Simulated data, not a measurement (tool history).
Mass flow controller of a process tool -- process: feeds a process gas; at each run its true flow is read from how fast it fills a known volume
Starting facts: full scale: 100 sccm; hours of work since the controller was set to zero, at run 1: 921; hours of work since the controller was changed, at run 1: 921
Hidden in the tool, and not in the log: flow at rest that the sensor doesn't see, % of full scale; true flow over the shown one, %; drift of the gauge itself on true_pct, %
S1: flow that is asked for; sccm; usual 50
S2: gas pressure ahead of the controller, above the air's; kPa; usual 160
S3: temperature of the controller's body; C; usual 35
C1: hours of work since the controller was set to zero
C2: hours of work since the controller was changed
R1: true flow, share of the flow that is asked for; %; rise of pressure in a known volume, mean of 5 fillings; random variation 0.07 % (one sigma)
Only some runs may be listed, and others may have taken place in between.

run 1 day=0.000 | S1=50 S2=160 S3=35 | C1=921 C2=921 | R1=98.44
run 2 day=4.671 | S1=50 S2=160 S3=35 | C1=1000 C2=1000 | R1=98.39
run 3 day=7.404 | S1=50 S2=160 S3=35 | C1=1046 C2=1046 | R1=98.37
run 4 day=9.529 | S1=50 S2=160 S3=35 | C1=1081 C2=1081 | R1=98.35
run 5 day=12.200 | S1=50 S2=160 S3=27 | C1=1126 C2=1126 | R1=99.23
run 6 day=14.762 | S1=50 S2=160 S3=27 | C1=1169 C2=1169 | R1=99.23
run 7 day=17.696 | S1=99 S2=160 S3=35 | C1=1219 C2=1219 | R1=99.19
run 8 day=21.829 | S1=50 S2=225 S3=35 | C1=1288 C2=1288 | R1=97.95
run 9 day=25.788 | S1=50 S2=160 S3=35 | C1=1355 C2=1355 | R1=98.49
run 10 day=29.142 | S1=50 S2=160 S3=35 | C1=1411 C2=1411 | R1=98.34
run 11 day=32.921 | S1=50 S2=160 S3=29 | C1=1475 C2=1475 | R1=98.98
run 12 day=38.121 | S1=50 S2=160 S3=29 | C1=1562 C2=1562 | R1=98.97
run 13 day=41.342 | S1=50 S2=160 S3=35 | C1=1616 C2=1616 | R1=98.41
run 14 day=45.246 | S1=50 S2=160 S3=35 | C1=1682 C2=1682 | R1=98.51
run 15 day=49.558 | S1=50 S2=160 S3=35 | C1=1754 C2=1754 | R1=98.46
run 16 day=51.967 | S1=50 S2=160 S3=35 | C1=1795 C2=1795 | R1=98.27
run 17 day=54.400 | S1=50 S2=160 S3=35 | C1=1836 C2=1836 | R1=98.36
run 18 day=59.500 | S1=50 S2=160 S3=35 | C1=1922 C2=1922 | R1=98.29
run 19 day=64.083 | S1=50 S2=213 S3=35 | C1=1999 C2=1999 | R1=98.11
run 20 day=67.862 | S1=50 S2=160 S3=35 | C1=2062 C2=2062 | R1=98.34
run 21 day=71.212 | S1=50 S2=160 S3=35 | C1=2119 C2=2119 | R1=98.41
run 22 day=74.400 | S1=28 S2=160 S3=35 | C1=2172 C2=2172 | R1=97.60
run 23 day=78.029 | S1=28 S2=160 S3=35 | C1=2233 C2=2233 | R1=97.75
run 24 day=82.638 | S1=34 S2=160 S3=35 | C1=2311 C2=2311 | R1=97.97

Estimate the outcome of run 25 from the log above:
run 25 day=85.212 | S1=34 S2=185 S3=26 | C1=2354 C2=2354 | R1=?

Run 25 came out at R1 98.71 %.
Without the tool's hidden state the same run would have given R1 98.94 %.
